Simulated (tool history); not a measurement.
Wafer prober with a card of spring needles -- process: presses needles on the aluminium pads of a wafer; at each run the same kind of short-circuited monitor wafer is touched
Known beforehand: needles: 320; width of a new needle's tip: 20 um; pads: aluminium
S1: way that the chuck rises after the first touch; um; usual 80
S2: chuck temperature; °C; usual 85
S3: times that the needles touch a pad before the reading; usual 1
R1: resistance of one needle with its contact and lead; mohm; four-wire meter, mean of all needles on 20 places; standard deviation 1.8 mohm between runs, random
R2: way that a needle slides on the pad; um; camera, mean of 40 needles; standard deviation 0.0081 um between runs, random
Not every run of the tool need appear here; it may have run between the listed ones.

Run 1, day 0: usual settings. Result: R1 280 mohm, R2 11.736 um.
At day 0.254: tips cleaned on abrasive film.
At day 1.008: tips cleaned on abrasive film.
Run 2, day 1.229: usual settings. Result: R1 261 mohm, R2 11.707 um.
At day 1.717: tips cleaned on abrasive film.
At day 2.45: tips cleaned on abrasive film.
Run 3, day 2.525: usual settings. Result: R1 227 mohm, R2 11.687 um.
At day 3.125: tips cleaned on abrasive film.
Run 4, day 3.767: usual settings. Result: R1 327 mohm, R2 11.685 um.
At day 3.854: tips cleaned on abrasive film.
At day 4.325: tips cleaned on abrasive film, once more.
Run 5, day 4.917: usual settings but S1 91 um. Result: R1 288 mohm, R2 13.281 um.
At day 5.029: tips cleaned on abrasive film.
At day 5.717: tips cleaned on abrasive film.
Run 6, day 5.742: usual settings but S1 91 um. Result: R1 199 mohm, R2 13.261 um.
At day 6.392: tips cleaned on abrasive film.
At day 7.15: tips cleaned on abrasive film.
Run 7, day 7.175: usual settings. Result: R1 204 mohm, R2 11.621 um.
At day 7.821: tips cleaned on abrasive film.
Run 8, day 7.838: usual settings but S1 86 um, S2 75 °C. Result: R1 195 mohm, R2 12.505 um.
At day 8.542: tips cleaned on abrasive film.
Run 9, day 8.683: usual settings but S1 81 um, S2 28 °C, S3 2. Result: R1 213 mohm, R2 11.762 um.
At day 9.3: tips cleaned on abrasive film.
At day 10.021: tips cleaned on abrasive film.
Run 10, day 10.046: usual settings but S1 81 um, S2 28 °C, S3 2. Result: R1 183 mohm, R2 11.742 um.
At day 10.771: tips cleaned on abrasive film.
At day 11.2: height of the first contact set anew.
Run 11, day 11.2: usual settings but S2 112 °C, S3 2. Result: R1 254 mohm, R2 11.788 um.
At day 11.438: tips cleaned on abrasive film.
At day 12.167: tips cleaned on abrasive film.
Run 12, day 12.25: usual settings but S1 97 um, S2 61 °C, S3 2. Result: R1 194 mohm, R2 14.259 um.
At day 12.833: tips cleaned on abrasive film.
At day 13.525: tips cleaned on abrasive film.
Run 13, day 13.646: usual settings but S1 90 um. Result: R1 226 mohm, R2 13.217 um.

3 options for the next run, each taken on its own from the tool as it stands now. Forecast them:
At day 14.208: tips cleaned on abrasive film.
At day 14.888: tips cleaned on abrasive film.
Run A, day 15: usual settings but S1 68 um, S2 64 °C, S3 2. Result: R1 ?, R2 ?.
At day 14.208: tips cleaned on abrasive film.
At day 14.888: tips cleaned on abrasive film.
Run B, day 15: usual settings but S3 3. Result: R1 ?, R2 ?.
At day 14.208: tips cleaned on abrasive film.
At day 14.888: tips cleaned on abrasive film.
Run C, day 15: usual settings but S1 90 um, S2 66 °C. Result: R1 ?, R2 ?.

run   R1      R2
  A  230    9.96
  B  204  11.724
  C  228  13.215
With no hidden state in the tool, these same runs would have given:
run   R1      R2
  A  180  10.009
  B  182  11.773
  C  178  13.264
